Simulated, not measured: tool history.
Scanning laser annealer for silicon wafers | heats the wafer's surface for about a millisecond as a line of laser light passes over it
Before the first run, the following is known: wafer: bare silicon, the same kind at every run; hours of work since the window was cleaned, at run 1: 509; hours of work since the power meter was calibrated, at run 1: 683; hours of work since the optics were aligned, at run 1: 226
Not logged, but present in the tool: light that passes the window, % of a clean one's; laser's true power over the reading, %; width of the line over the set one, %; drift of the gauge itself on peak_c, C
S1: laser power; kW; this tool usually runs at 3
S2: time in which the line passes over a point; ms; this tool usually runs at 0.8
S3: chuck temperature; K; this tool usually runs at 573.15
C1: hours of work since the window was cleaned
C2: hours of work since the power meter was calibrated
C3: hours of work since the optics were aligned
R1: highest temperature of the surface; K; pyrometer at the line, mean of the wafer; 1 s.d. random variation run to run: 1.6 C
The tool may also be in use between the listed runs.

| run | hour | S1 | S2 | S3 | C1 | C2 | C3 | R1 |
|---|---|---|---|---|---|---|---|---|
| 1 | 0 | 3 | 0.8 | 573.15 | 509 | 683 | 226 | 1259.15 |
| 2 | 27.5 | 3 | 0.8 | 573.15 | 521 | 696 | 238 | 1260.15 |
| 3 | 73.6 | 3 | 0.8 | 573.15 | 542 | 716 | 259 | 1261.15 |
| 4 | 102.8 | 3 | 0.8 | 573.15 | 555 | 729 | 272 | 1258.15 |
| 5 | 142.3 | 3 | 0.8 | 573.15 | 572 | 747 | 290 | 1258.15 |
| 6 | 171.6 | 3 | 0.687 | 573.15 | 585 | 760 | 303 | 1212.15 |
| 7 | 198.1 | 3 | 0.8 | 573.15 | 597 | 772 | 315 | 1256.15 |
| 8 | 249.9 | 3 | 0.8 | 573.15 | 621 | 795 | 338 | 1255.15 |
| 9 | 305.6 | 3 | 0.8 | 567.15 | 645 | 820 | 363 | 1248.15 |
| 10 | 344.5 | 3 | 0.8 | 567.15 | 663 | 838 | 380 | 1251.15 |
| 11 | 373.5 | 3 | 0.8 | 567.15 | 676 | 851 | 393 | 1246.15 |
| 12 | 425.8 | 3 | 0.8 | 567.15 | 699 | 874 | 417 | 1250.15 |
| 13 | 453.2 | 3 | 0.8 | 567.15 | 712 | 886 | 429 | 1248.15 |
| 14 | 483.6 | 3 | 0.8 | 567.15 | 725 | 900 | 442 | 1248.15 |
| 15 | 535.7 | 3 | 0.8 | 567.15 | 748 | 923 | 466 | 1243.15 |
|  | 561.7 | window over the wafer cleaned |
| 16 | 567.4 | 3 | 0.8 | 567.15 | 3 | 936 | 479 | 1269.15 |
| 17 | 624.9 | 3 | 0.8 | 567.15 | 28 | 962 | 505 | 1267.15 |
| 18 | 674.7 | 3 | 0.8 | 573.15 | 51 | 984 | 527 | 1270.15 |
| 19 | 727.4 | 3 | 0.8 | 610.15 | 74 | 1008 | 551 | 1308.15 |
| 20 | 767.5 | 3 | 0.8 | 573.15 | 92 | 1026 | 569 | 1270.15 |
| 21 | 813.7 | 3 | 0.8 | 571.15 | 113 | 1047 | 589 | 1265.15 |
| 22 | 862.3 | 3 | 0.8 | 545.15 | 135 | 1068 | 611 | 1240.15 |
| 23 | 894.9 | 3.256 | 0.716 | 540.15 | 149 | 1083 | 626 | 1255.15 |
| 24 | 928.8 | 3.256 | 0.716 | 540.15 | 164 | 1098 | 641 | 1257.15 |
| 25 | 960.7 | 3 | 0.662 | 552.15 | 179 | 1112 | 655 | 1189.15 |
|  | 968.4 | optics aligned, line set to its width |
| 26 | 994 | 2.862 | 0.662 | 544.15 | 191 | 1125 | 11 | 1146.15 |
| 27 | 1025.2 | 2.862 | 0.642 | 563.15 | 205 | 1139 | 25 | 1156.15 |
| 28 | 1065.7 | 3.068 | 0.8 | 573.15 | 223 | 1157 | 44 | 1278.15 |
| 29 | 1119.9 | 3.072 | 0.8 | 534.15 | 248 | 1181 | 68 | 1239.15 |
| 30 | 1146.5 | 3.072 | 0.8 | 589.15 | 260 | 1193 | 80 | 1293.15 |
| 31 | 1202.5 | 3 | 0.8 | 606.15 | 285 | 1218 | 105 | 1292.15 |
| 32 | 1244.6 | 3.152 | 0.8 | 536.15 | 303 | 1237 | 124 | 1254.15 |
|  | 1252.9 | optics aligned, line set to its width, once more |
| 33 | 1273.6 | 3.152 | 0.8 | 536.15 | 314 | 1248 | 9 | 1268.15 |
| 34 | 1303.9 | 3.079 | 0.8 | 606.15 | 328 | 1262 | 23 | 1319.15 |
| 35 | 1338.4 | 3 | 0.8 | 588.15 | 343 | 1277 | 38 | 1284.15 |
| 36 | 1387.6 | 3 | 0.8 | 588.15 | 365 | 1299 | 60 | 1283.15 |
| 37 | 1433.8 | 2.781 | 0.8 | 604.15 | 386 | 1320 | 81 | 1251.15 |
| 38 | 1457.8 | 2.591 | 0.618 | 587.15 | 397 | 1330 | 92 | 1118.15 |
| 39 | 1485.9 | 2.853 | 0.7 | 597.15 | 409 | 1343 | 104 | 1219.15 |
| 40 | 1535.6 | 3.127 | 0.623 | 557.15 | 431 | 1365 | 127 | 1197.15 |

How the hidden state differs across the entries between the runs, from the last listed run before each to the first after it:
Runs 15 to 16: window over the wafer cleaned (hour 561.7)
  light that passes the window, % of a clean one's: 96.86 -> 99.91; width of the line over the set one, %: 1.57 -> 1.61
  what was measured, less what the result would be without the hidden state, R1: -25 -> -3 K
Runs 25 to 26: optics aligned, line set to its width (hour 968.4)
  light that passes the window, % of a clean one's: 99.17 -> 99.11; laser's true power over the reading, %: 0.67 -> 0.68; width of the line over the set one, %: 2.14 -> 3.28
  what was measured, less what the result would be without the hidden state, R1: -9 -> -12 K
Runs 32 to 33: optics aligned, line set to its width, once more (hour 1252.9)
  light that passes the window, % of a clean one's: 98.65 -> 98.6; laser's true power over the reading, %: 0.74 -> 0.75; width of the line over the set one, %: 3.63 -> 0.22
  what was measured, less what the result would be without the hidden state, R1: -18 -> -6 K
